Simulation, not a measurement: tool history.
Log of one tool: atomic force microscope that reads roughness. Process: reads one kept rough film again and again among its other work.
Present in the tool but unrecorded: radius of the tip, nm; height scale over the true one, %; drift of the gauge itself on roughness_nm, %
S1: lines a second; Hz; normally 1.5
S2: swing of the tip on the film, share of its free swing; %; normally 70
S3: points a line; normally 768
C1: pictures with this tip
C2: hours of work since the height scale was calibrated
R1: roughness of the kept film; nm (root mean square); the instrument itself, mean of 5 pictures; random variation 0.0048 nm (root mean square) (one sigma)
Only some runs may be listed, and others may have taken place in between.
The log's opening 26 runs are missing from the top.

run	hour	S1	S2	S3	C1	C2	R1
# hour 1575.4: new tip fitted
27	1619.4	3.9	70	768	97	930	0.591
# hour 1643.1: new tip fitted
28	1663.2	3.9	70	768	44	964	0.611
# hour 1708.5: new tip fitted
29	1717.8	3.9	79	564	21	1007	0.554
# hour 1773.6: new tip fitted
30	1783.9	0.56	84	462	23	1059	0.707
31	1825.5	1.5	88	528	115	1092	0.594
# hour 1842.1: new tip fitted
32	1873.4	1.5	88	528	69	1130	0.608
# hour 1905.7: new tip fitted
33	1952.4	1.5	88	528	104	1192	0.593
# hour 1968.1: new tip fitted
# hour 2031.2: new tip fitted
34	2032	3.56	67	479	2	1255	0.643
# hour 2043.6: height scale calibrated on a step standard
35	2081.3	1.31	70	927	109	30	0.647
# hour 2098.6: new tip fitted
36	2140.5	1.31	70	927	92	77	0.647
# hour 2162: new tip fitted
37	2207	1.31	61	292	100	129	0.669
# hour 2225.2: new tip fitted
38	2280	1.31	61	292	121	187	0.66
# hour 2292.6: new tip fitted
39	2338.9	1.31	61	292	102	233	0.672
# hour 2355: new tip fitted
40	2407.4	0.76	70	784	116	287	0.675
# hour 2424.1: new tip fitted
41	2467.7	0.76	70	784	96	334	0.677
# hour 2487.8: new tip fitted
42	2532.7	1.26	70	370	99	386	0.662

What if the next run were any one of these 5? Each begins from the tool's condition after run 42:
# hour 2551.1: new tip fitted
A	2585.2	1.26	75	370	76	427	?
# hour 2551.1: new tip fitted
B	2585.2	1.05	70	705	76	427	?
# hour 2551.1: new tip fitted
C	2585.2	1.1	80	336	76	427	?
# hour 2551.1: new tip fitted
D	2585.2	0.5	70	370	76	427	?
# hour 2551.1: new tip fitted
E	2585.2	1.26	57	370	76	427	?

run	R1
A	0.651
B	0.688
C	0.642
D	0.694
E	0.695
The same runs, with their run-to-run variation unchanged, on a tool lacking any hidden condition would have given:
run	R1
A	0.674
B	0.712
C	0.664
D	0.719
E	0.719
